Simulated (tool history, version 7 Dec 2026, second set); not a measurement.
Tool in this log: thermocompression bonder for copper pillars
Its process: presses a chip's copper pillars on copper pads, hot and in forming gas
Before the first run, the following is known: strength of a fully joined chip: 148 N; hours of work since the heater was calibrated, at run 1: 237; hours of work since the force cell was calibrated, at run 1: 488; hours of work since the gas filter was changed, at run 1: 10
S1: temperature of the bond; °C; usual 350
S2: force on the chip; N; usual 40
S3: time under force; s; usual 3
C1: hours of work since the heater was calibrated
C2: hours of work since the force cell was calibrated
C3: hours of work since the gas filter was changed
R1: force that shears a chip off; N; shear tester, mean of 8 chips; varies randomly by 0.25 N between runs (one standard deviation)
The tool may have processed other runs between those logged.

| run | day | S1 | S2 | S3 | C1 | C2 | C3 | R1 |
|---|---|---|---|---|---|---|---|---|
| 1 | 0.000 | 350 | 40 | 3 | 237 | 488 | 10 | 76.1 |
| 2 | 0.346 | 350 | 60 | 3 | 243 | 494 | 17 | 91.5 |
| 3 | 0.775 | 350 | 39 | 3 | 251 | 502 | 25 | 75.0 |
| 4 | 1.138 | 350 | 39 | 3 | 258 | 509 | 31 | 74.9 |
| 5 | 1.421 | 359 | 40 | 3 | 263 | 514 | 37 | 80.4 |
| 6 | 1.758 | 350 | 40 | 3 | 269 | 520 | 43 | 76.0 |
| 7 | 2.000 | 350 | 40 | 3 | 274 | 525 | 47 | 76.0 |
| 8 | 2.308 | 350 | 40 | 3 | 280 | 531 | 53 | 75.8 |
| 9 | 2.621 | 350 | 40 | 3 | 285 | 536 | 59 | 76.0 |
| 10 | 2.958 | 344 | 40 | 3 | 292 | 543 | 65 | 72.8 |
| 11 | 3.271 | 344 | 40 | 3 | 298 | 548 | 71 | 73.0 |
| 12 | 3.558 | 344 | 40 | 3 | 303 | 554 | 76 | 73.0 |
| 13 | 3.842 | 344 | 40 | 3 | 308 | 559 | 81 | 72.7 |
| 14 | 4.233 | 350 | 48 | 3 | 315 | 566 | 89 | 82.5 |
| 15 | 4.500 | 350 | 48 | 3 | 320 | 571 | 94 | 82.7 |
| 16 | 4.812 | 350 | 24 | 3 | 326 | 577 | 99 | 58.2 |
| 17 | 5.158 | 350 | 40 | 3 | 332 | 583 | 106 | 76.0 |
| 18 | 5.592 | 350 | 40 | 3 | 341 | 591 | 114 | 75.9 |
| 19 | 5.888 | 350 | 40 | 3 | 346 | 597 | 119 | 75.9 |
| 20 | 6.321 | 331 | 27 | 7 | 354 | 605 | 127 | 73.1 |
| 21 | 6.554 | 360 | 40 | 3 | 358 | 609 | 132 | 81.2 |
| 22 | 6.933 | 360 | 40 | 3 | 365 | 616 | 139 | 80.9 |
| 23 | 7.204 | 377 | 33 | 3 | 370 | 621 | 144 | 82.1 |
| 24 | 7.533 | 377 | 33 | 3 | 377 | 627 | 150 | 82.4 |
| 25 | 7.829 | 350 | 30 | 3 | 382 | 633 | 155 | 65.5 |
|  | 7.933 | force cell calibrated |
| 26 | 8.225 | 328 | 52 | 3 | 388 | 5 | 161 | 73.9 |
| 27 | 8.558 | 328 | 52 | 5 | 394 | 12 | 168 | 87.3 |
| 28 | 8.879 | 328 | 52 | 5 | 400 | 17 | 174 | 86.9 |
|  | 9.321 | forming gas filter changed |
| 29 | 9.321 | 351 | 33 | 5 | 408 | 25 | 0 | 85.0 |
| 30 | 9.679 | 350 | 40 | 2 | 415 | 32 | 7 | 67.4 |
| 31 | 9.992 | 350 | 40 | 2 | 421 | 38 | 12 | 67.7 |
| 32 | 10.192 | 345 | 56 | 4 | 424 | 41 | 16 | 96.1 |
| 33 | 10.592 | 359 | 25 | 4 | 432 | 49 | 24 | 73.0 |
|  | 10.679 | force cell calibrated, once more |
| 34 | 10.904 | 348 | 24 | 2 | 436 | 4 | 28 | 48.5 |
| 35 | 11.321 | 348 | 24 | 2 | 444 | 12 | 36 | 48.2 |
| 36 | 11.783 | 348 | 24 | 2 | 453 | 20 | 45 | 48.3 |

Hidden state at the last listed run before each entry between runs and at the first one after, where it differs:
From run 25 to run 26: force cell calibrated (day 7.933)
  force that reaches the chip, % of what is set: 105.6 -> 107.4; oxide that the forming gas leaves, % of the face: 2.47 -> 2.53
  difference, measured minus the result without the unlogged condition, R1: +1.2 -> +1.9 N
From run 28 to run 29: forming gas filter changed (day 9.321)
  oxide that the forming gas leaves, % of the face: 2.65 -> 0.54
  difference, measured minus the result without the unlogged condition, R1: +1.8 -> +3.6 N
From run 33 to run 34: force cell calibrated, once more (day 10.679)
  true temperature of the bond over the reading, C: 1.8 -> 1.9; force that reaches the chip, % of what is set: 107.7 -> 100.1; oxide that the forming gas leaves, % of the face: 0.81 -> 0.87
  difference, measured minus the result without the unlogged condition, R1: +3.3 -> +0.6 N

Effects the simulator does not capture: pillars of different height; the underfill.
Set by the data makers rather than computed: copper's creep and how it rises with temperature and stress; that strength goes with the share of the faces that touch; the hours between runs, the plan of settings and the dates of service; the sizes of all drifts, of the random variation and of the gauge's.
